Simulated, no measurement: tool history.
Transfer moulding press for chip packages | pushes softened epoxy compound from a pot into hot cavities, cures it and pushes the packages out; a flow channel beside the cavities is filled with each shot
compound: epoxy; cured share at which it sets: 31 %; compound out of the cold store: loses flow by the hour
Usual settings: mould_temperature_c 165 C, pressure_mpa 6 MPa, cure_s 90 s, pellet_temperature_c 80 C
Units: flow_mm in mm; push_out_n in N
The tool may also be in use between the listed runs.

| run | hour | mould_temperature_c | pressure_mpa | cure_s | pellet_temperature_c | incoming compound's hours out of the cold store | flow_mm | push_out_n |
|---|---|---|---|---|---|---|---|---|
| 1 | 0 | 165 | 6 | 90 | 80 | 22.8 | 654 | 640 |
| 2 | 7.6 | 165 | 6 | 90 | 80 | 40.2 | 578 | 651 |
| 3 | 15.9 | 165 | 6 | 90 | 80 | 11.7 | 699 | 750 |
| 4 | 25 | 165 | 6 | 90 | 80 | 12.2 | 700 | 781 |
|  | 34.3 | cavities cleaned with cleaning compound and waxed |
| 5 | 39.1 | 165 | 6 | 90 | 80 | 31.1 | 611 | 495 |
| 6 | 50.8 | 165 | 6 | 90 | 80 | 28.6 | 627 | 577 |
| 7 | 62.2 | 165 | 6 | 90 | 80 | 39.8 | 575 | 659 |
| 8 | 68 | 165 | 6 | 90 | 80 | 17.4 | 671 | 745 |
| 9 | 73.4 | 165 | 6 | 90 | 79 | 10.2 | 704 | 767 |
| 10 | 79.9 | 165 | 6 | 90 | 79 | 33.5 | 595 | 718 |
|  | 86.7 | cavities cleaned with cleaning compound and waxed |
| 11 | 92.4 | 165 | 6 | 90 | 79 | 15.6 | 675 | 529 |
| 12 | 102.9 | 165 | 6 | 90 | 80 | 41.7 | 566 | 574 |
| 13 | 108 | 165 | 6 | 90 | 80 | 23.7 | 637 | 636 |
| 14 | 113.8 | 165 | 6 | 90 | 80 | 38.8 | 576 | 642 |
| 15 | 120.3 | 168 | 6 | 90 | 80 | 32.4 | 592 | 613 |
| 16 | 125.8 | 170 | 4.61 | 98 | 87 | 34.9 | 501 | 545 |
| 17 | 135.7 | 167 | 5.29 | 90 | 80 | 19.1 | 610 | 699 |
|  | 139.4 | cavities cleaned with cleaning compound and waxed |
| 18 | 148.6 | 167 | 5.29 | 90 | 80 | 22.4 | 589 | 496 |
| 19 | 159.6 | 162 | 6 | 103 | 80 | 17.7 | 670 | 625 |
| 20 | 169.4 | 165 | 5.36 | 90 | 80 | 14.9 | 626 | 730 |
| 21 | 180.7 | 165 | 6 | 81 | 80 | 9.8 | 690 | 1039 |
| 22 | 189.4 | 166 | 6 | 109 | 80 | 8.6 | 688 | 599 |
|  | 192 | cavities cleaned with cleaning compound and waxed |
| 23 | 198 | 165 | 6 | 95 | 85 | 46.1 | 534 | 450 |
| 24 | 203.7 | 158 | 6 | 121 | 80 | 30.3 | 619 | 525 |
| 25 | 214.9 | 173 | 6 | 87 | 80 | 14.5 | 635 | 495 |
| 26 | 223.6 | 173 | 6 | 87 | 80 | 20 | 611 | 532 |
| 27 | 230.2 | 173 | 6 | 87 | 80 | 39.1 | 537 | 555 |
|  | 244.5 | cavities cleaned with cleaning compound and waxed |
| 28 | 244.5 | 161 | 5.14 | 92 | 80 | 32.8 | 550 | 548 |

5 ways to go on from here, each from the tool as it stands after run 28. What would each give?
| A | 256 | 165 | 5.01 | 75 | 80 | 24.6 | ? | ? |
| B | 256 | 167 | 6 | 81 | 73 | 12.1 | ? | ? |
| C | 256 | 173 | 6 | 99 | 78 | 17.5 | ? | ? |
| D | 256 | 161 | 6.34 | 92 | 76 | 26.2 | ? | ? |
| E | 256 | 167 | 5.14 | 106 | 73 | 46.3 | ? | ? |

| run | flow_mm | push_out_n |
|---|---|---|
| A | 561 | 817 |
| B | 666 | 645 |
| C | 622 | 397 |
| D | 639 | 716 |
| E | 489 | 425 |
Without the tool's hidden state the same runs would have given:
| run | flow_mm | push_out_n |
|---|---|---|
| A | 600 | 641 |
| B | 711 | 505 |
| C | 666 | 313 |
| D | 684 | 561 |
| E | 523 | 335 |

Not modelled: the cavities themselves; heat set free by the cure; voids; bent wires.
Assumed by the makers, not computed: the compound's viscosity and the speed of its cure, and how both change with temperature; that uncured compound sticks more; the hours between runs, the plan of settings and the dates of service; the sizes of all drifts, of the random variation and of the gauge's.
